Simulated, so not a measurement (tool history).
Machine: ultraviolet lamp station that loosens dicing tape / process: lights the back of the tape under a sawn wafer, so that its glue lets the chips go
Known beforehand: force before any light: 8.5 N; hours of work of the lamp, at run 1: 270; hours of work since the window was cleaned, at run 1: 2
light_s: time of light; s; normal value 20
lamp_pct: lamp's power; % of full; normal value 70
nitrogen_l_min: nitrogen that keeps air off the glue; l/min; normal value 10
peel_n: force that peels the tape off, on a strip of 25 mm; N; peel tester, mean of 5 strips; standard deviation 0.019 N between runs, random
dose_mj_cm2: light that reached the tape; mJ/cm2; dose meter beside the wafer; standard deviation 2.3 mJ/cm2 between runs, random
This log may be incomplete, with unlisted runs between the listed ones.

run	hour	light_s	lamp_pct	nitrogen_l_min	hours of work of the lamp	hours of work since the window was cleaned	peel_n	dose_mj_cm2
1	0	20	70	10	270	2	0.916	237
2	14	20	70	6	276	8	1.146	231
3	22.6	20	70	6	279	12	1.171	239
4	38.5	20	70	6	286	19	1.166	234
5	50.6	20	70	6	291	24	1.176	240
6	62.8	20	70	6	296	29	1.129	236
7	71.3	29	70	10	300	33	0.461	341
8	86.1	28	70	10	306	39	0.471	337
9	102.3	20	67	10	313	46	0.965	229
10	117.4	20	67	10	319	52	0.969	228
11	132.8	20	86	10	326	59	0.622	294
12	147	11	86	10	332	64	1.729	158
13	154.5	16	60	10	335	68	1.67	161
14	164.6	16	60	10	339	72	1.63	166
15	180.9	17	81	6	346	79	1.216	233
16	196.5	20	70	19	353	85	0.68	239
17	211	29	70	8	359	92	0.499	346
18	218.2	10	62	8	362	95	2.949	108
19	229.4	25	75	19	367	99	0.402	318
20	242.5	20	81	18	372	105	0.513	271
21	256.7	16	74	5	378	111	1.62	203
22	266.9	20	89	18	382	115	0.452	299
23	280.7	12	89	9	388	121	1.506	181

Below are 4 alternative next runs, each starting from the tool's condition after run 23. Predict each:
A	295.8	20	71	10	395	127	?	?
B	295.8	12	62	12	395	127	?	?
C	295.8	37	60	8	395	127	?	?
D	295.8	30	89	9	395	127	?	?

run	peel_n	dose_mj_cm2
A	0.907	240
B	2.248	128
C	0.434	380
D	0.335	455
Without the tool's hidden state the same runs would have given:
run	peel_n	dose_mj_cm2
A	0.903	241
B	2.241	128
C	0.432	381
D	0.334	456

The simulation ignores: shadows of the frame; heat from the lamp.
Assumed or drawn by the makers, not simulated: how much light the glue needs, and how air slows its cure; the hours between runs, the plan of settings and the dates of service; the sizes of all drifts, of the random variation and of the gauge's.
